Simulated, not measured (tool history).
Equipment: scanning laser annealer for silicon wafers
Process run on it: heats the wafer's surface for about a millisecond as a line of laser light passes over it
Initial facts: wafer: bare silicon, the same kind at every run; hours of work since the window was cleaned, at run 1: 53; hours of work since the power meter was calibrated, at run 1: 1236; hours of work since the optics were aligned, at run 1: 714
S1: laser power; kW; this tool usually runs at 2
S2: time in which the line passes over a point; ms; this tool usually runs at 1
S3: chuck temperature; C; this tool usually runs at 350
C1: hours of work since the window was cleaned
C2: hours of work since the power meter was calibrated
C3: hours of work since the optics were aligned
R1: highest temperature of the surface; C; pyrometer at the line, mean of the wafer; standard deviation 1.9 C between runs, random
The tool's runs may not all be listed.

run,day,S1,S2,S3,C1,C2,C3,R1
1,0,2,1,350,53,1236,714,1142
2,1.446,2,1,350,79,1261,740,1148
3,3.242,2,1,350,111,1293,772,1147
4,4.533,2,1,350,134,1316,795,1145
5,5.421,2,1,350,150,1332,811,1148
6,6.312,2,1,350,166,1348,827,1146
7,7.246,2,1,350,182,1365,843,1145
8,8.138,2,1,350,198,1381,859,1145
9,8.929,2,1,350,212,1395,873,1147
10,10.85,2,1,350,247,1429,907,1146
11,12.25,2,1,350,271,1454,932,1144
12,13.496,2,1.05,361,294,1476,955,1179
13,14.958,2,1.05,361,320,1502,981,1179
14,16.117,2,1,331,340,1523,1001,1128
15,17.6,1.703,1.01,310,367,1549,1028,989
16,18.679,2,1.02,346,386,1569,1047,1151
17,20.167,2,1,353,413,1595,1074,1147
18,20.983,1.706,1.17,329,427,1610,1088,1060
# day 22.279: optics aligned, line set to its width
19,23.117,1.706,1.17,312,461,1644,15,1044
20,24.321,1.706,1.17,312,483,1665,36,1044
21,26.092,1.706,1.17,312,514,1697,68,1041

What if the next run were any one of these 3? Each begins from the tool's condition after run 21:
A,27.25,1.706,0.83,312,535,1718,89,?
B,27.25,1.706,0.89,380,535,1718,89,?
C,27.25,1.88,1.17,312,535,1718,89,?

run,R1
A,922
B,1015
C,1122
Without the tool's hidden state the same runs would have given:
run,R1
A,923
B,1016
C,1123
